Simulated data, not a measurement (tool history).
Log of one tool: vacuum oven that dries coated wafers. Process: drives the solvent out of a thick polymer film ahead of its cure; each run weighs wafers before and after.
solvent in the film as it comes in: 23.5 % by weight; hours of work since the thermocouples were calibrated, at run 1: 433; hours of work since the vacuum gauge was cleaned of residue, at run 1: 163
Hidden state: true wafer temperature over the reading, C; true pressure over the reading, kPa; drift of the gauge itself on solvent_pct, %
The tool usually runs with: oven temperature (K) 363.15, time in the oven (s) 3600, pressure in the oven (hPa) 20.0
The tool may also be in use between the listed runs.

| run | day | oven temperature (K) | time in the oven (s) | pressure in the oven (hPa) | hours of work since the thermocouples were calibrated | hours of work since the vacuum gauge was cleaned of residue | solvent left in the film (%) |
|---|---|---|---|---|---|---|---|
| 1 | 0.000 | 363.15 | 3600 | 20.0 | 433 | 163 | 3.61 |
| 2 | 0.308 | 363.15 | 3600 | 20.0 | 436 | 166 | 3.55 |
| 3 | 0.588 | 362.15 | 3600 | 20.0 | 440 | 170 | 3.82 |
| 4 | 0.867 | 362.15 | 3600 | 20.0 | 443 | 173 | 3.88 |
| 5 | 1.354 | 362.15 | 3600 | 20.0 | 449 | 179 | 3.79 |
| 6 | 1.829 | 362.15 | 3600 | 20.0 | 454 | 184 | 3.87 |
| 7 | 2.317 | 363.15 | 3600 | 37.2 | 460 | 190 | 4.38 |
| 8 | 2.650 | 363.15 | 3600 | 20.0 | 464 | 194 | 3.52 |
| 9 | 2.938 | 378.15 | 3600 | 20.0 | 467 | 198 | 0.97 |
| 10 | 3.338 | 378.15 | 3600 | 20.0 | 472 | 202 | 0.95 |
| 11 | 3.704 | 378.15 | 3600 | 20.0 | 476 | 207 | 0.98 |
| 12 | 4.029 | 363.15 | 3600 | 34.6 | 480 | 210 | 4.42 |
| 13 | 4.321 | 363.15 | 3600 | 34.6 | 484 | 214 | 4.32 |
| 14 | 4.762 | 363.15 | 6420 | 20.0 | 489 | 219 | 1.61 |
| 15 | 5.208 | 363.15 | 6420 | 20.0 | 494 | 224 | 1.76 |
| 16 | 5.679 | 363.15 | 6420 | 20.0 | 500 | 230 | 1.78 |
| 17 | 5.908 | 363.15 | 6420 | 20.0 | 503 | 233 | 1.70 |
| 18 | 6.208 | 363.15 | 6420 | 20.0 | 506 | 236 | 1.74 |
| 19 | 6.579 | 363.15 | 3600 | 20.0 | 510 | 241 | 3.61 |
| 20 | 7.029 | 358.15 | 3600 | 20.0 | 516 | 246 | 5.50 |
| 21 | 7.471 | 358.15 | 3120 | 33.9 | 521 | 251 | 7.14 |
|  | 7.596 | oven's thermocouples calibrated |
| 22 | 7.962 | 352.15 | 2220 | 11.3 | 4 | 256 | 10.38 |
| 23 | 8.367 | 373.15 | 3420 | 48.5 | 9 | 261 | 2.75 |
| 24 | 8.783 | 363.15 | 3240 | 30.7 | 14 | 266 | 4.76 |
| 25 | 9.304 | 348.15 | 2160 | 32.3 | 20 | 272 | 13.38 |
| 26 | 9.712 | 348.15 | 2160 | 32.3 | 25 | 277 | 13.50 |
|  | 10.067 | oven's thermocouples calibrated, once more |
| 27 | 10.217 | 355.15 | 5340 | 71.4 | 2 | 282 | 7.62 |
| 28 | 10.483 | 351.15 | 6300 | 17.8 | 5 | 285 | 4.33 |
| 29 | 10.879 | 349.15 | 2880 | 29.5 | 10 | 290 | 10.83 |
| 30 | 11.408 | 365.15 | 2880 | 27.1 | 16 | 296 | 4.28 |
| 31 | 11.625 | 362.15 | 2580 | 20.0 | 18 | 298 | 5.75 |
| 32 | 12.154 | 362.15 | 3180 | 59.2 | 25 | 305 | 6.40 |
| 33 | 12.467 | 371.15 | 3180 | 60.7 | 28 | 308 | 3.65 |
| 34 | 12.846 | 363.15 | 1920 | 16.1 | 33 | 313 | 6.95 |
| 35 | 13.292 | 362.15 | 1920 | 56.9 | 38 | 318 | 9.12 |
| 36 | 13.742 | 362.15 | 1920 | 56.9 | 44 | 324 | 9.41 |
| 37 | 14.242 | 365.15 | 1920 | 56.9 | 49 | 329 | 7.89 |
| 38 | 14.654 | 372.15 | 2460 | 50.6 | 54 | 334 | 3.91 |
| 39 | 15.021 | 363.15 | 3540 | 20.0 | 59 | 339 | 3.54 |

Take each entry between the runs: how does the hidden state at the last listed run before it differ from the hidden state at the first listed run after it?
In the gap between runs 21 and 22: oven's thermocouples calibrated (day 7.596)
  true wafer temperature over the reading, C: -0.93 -> -1.05; true pressure over the reading, kPa: 0.071 -> 0.072
  measured value less the no-hidden-state value, solvent left in the film (%): +0.43 -> +0.45
In the gap between runs 26 and 27: oven's thermocouples calibrated, once more (day 10.067)
  true wafer temperature over the reading, C: -1.09 -> -0.19; true pressure over the reading, kPa: 0.077 -> 0.078
  measured value less the no-hidden-state value, solvent left in the film (%): +0.46 -> +0.13
